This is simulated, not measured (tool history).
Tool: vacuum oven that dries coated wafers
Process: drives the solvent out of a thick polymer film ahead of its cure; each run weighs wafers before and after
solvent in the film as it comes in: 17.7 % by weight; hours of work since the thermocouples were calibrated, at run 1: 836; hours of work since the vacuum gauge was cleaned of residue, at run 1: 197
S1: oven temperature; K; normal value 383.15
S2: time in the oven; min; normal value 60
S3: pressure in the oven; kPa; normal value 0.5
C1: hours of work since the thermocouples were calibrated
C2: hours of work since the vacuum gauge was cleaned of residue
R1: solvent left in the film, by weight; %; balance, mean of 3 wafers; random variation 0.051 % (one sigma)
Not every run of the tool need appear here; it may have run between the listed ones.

run  hour      S1  S2     S3   C1   C2    R1
  1     0  383.15  60    0.5  836  197   0.7
  2  12.2  390.15  60    0.5  842  203  0.25
  3  20.2  390.15  60    0.5  846  207  0.33
  4  30.9  390.15  60    0.5  852  213  0.38
       33  -- vacuum gauge cleaned of residue and calibrated
  5  44.3  390.15  60    0.5  857    6  0.39
  6  56.1  390.15  72  0.337  863   12  0.21
  7  64.1  391.15  86  0.448  867   16  0.33
  8  74.3  392.15  53  1.417  873   21  0.62
  9  80.3  370.15  52  1.131  876   24   3.8
 10  88.9  389.15  48    0.5  880   28  0.52

Consider 4 possible next runs. They are alternatives, not a sequence: every one starts from the tool as it was left by run 10. What does each give?
  A  100.3  396.15  48    0.5  886  34   ?
  B  100.3  385.15  74  0.978  886  34   ?
  C  100.3  389.15  48  0.711  886  34   ?
  D  100.3  389.15  37    0.5  886  34   ?

run    R1
  A  0.35
  B   0.6
  C  0.61
  D  0.94
With no hidden state in the tool, these same runs would have given:
run    R1
  A  0.32
  B  0.58
  C  0.64
  D  1.05
